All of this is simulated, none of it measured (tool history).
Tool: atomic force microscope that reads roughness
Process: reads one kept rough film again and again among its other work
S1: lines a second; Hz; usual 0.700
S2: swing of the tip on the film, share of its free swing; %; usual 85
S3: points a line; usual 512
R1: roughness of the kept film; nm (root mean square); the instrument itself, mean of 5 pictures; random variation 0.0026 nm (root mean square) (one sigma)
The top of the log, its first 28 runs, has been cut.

run 29 day=10.767 | S1=3.270 S2=75 S3=512 | R1=0.905
run 30 day=11.058 | S1=0.700 S2=85 S3=355 | R1=0.994
run 31 day=11.533 | S1=2.216 S2=85 S3=512 | R1=0.889
-- day=11.833 new tip fitted
run 32 day=12.083 | S1=0.672 S2=59 S3=938 | R1=1.052
run 33 day=12.321 | S1=0.672 S2=59 S3=938 | R1=1.051
run 34 day=12.588 | S1=1.357 S2=85 S3=380 | R1=0.960
run 35 day=12.971 | S1=2.743 S2=85 S3=560 | R1=0.866
run 36 day=13.467 | S1=0.780 S2=74 S3=422 | R1=1.019
run 37 day=13.912 | S1=0.700 S2=69 S3=276 | R1=1.028
run 38 day=14.296 | S1=0.700 S2=69 S3=276 | R1=1.029
run 39 day=14.846 | S1=0.700 S2=69 S3=276 | R1=1.023
run 40 day=15.146 | S1=0.700 S2=83 S3=276 | R1=0.998
run 41 day=15.533 | S1=2.267 S2=69 S3=276 | R1=0.968
run 42 day=15.754 | S1=1.443 S2=56 S3=617 | R1=1.023
run 43 day=16.183 | S1=0.797 S2=75 S3=550 | R1=1.013
-- day=16.338 new tip fitted
run 44 day=16.708 | S1=0.523 S2=75 S3=269 | R1=1.036
run 45 day=17.054 | S1=0.523 S2=75 S3=806 | R1=1.039
run 46 day=17.433 | S1=1.624 S2=65 S3=347 | R1=1.015
run 47 day=17.825 | S1=0.700 S2=73 S3=512 | R1=1.032
run 48 day=18.162 | S1=2.763 S2=67 S3=292 | R1=0.972
run 49 day=18.512 | S1=1.421 S2=67 S3=292 | R1=1.009
run 50 day=18.854 | S1=1.421 S2=67 S3=292 | R1=1.009
run 51 day=19.175 | S1=0.700 S2=64 S3=964 | R1=1.034
run 52 day=19.717 | S1=1.075 S2=85 S3=810 | R1=0.968
run 53 day=19.988 | S1=3.179 S2=76 S3=512 | R1=0.903

What if the next run were any one of these 3? Each begins from the tool's condition after run 53:
run A day=20.379 | S1=0.722 S2=74 S3=496 | R1=?
run B day=20.379 | S1=3.498 S2=80 S3=853 | R1=?
run C day=20.379 | S1=3.179 S2=78 S3=691 | R1=?

run=A R1=1.017
run=B R1=0.861
run=C R1=0.890
With no hidden state in the tool, these same runs would have given:
run=A R1=1.027
run=B R1=0.870
run=C R1=0.899

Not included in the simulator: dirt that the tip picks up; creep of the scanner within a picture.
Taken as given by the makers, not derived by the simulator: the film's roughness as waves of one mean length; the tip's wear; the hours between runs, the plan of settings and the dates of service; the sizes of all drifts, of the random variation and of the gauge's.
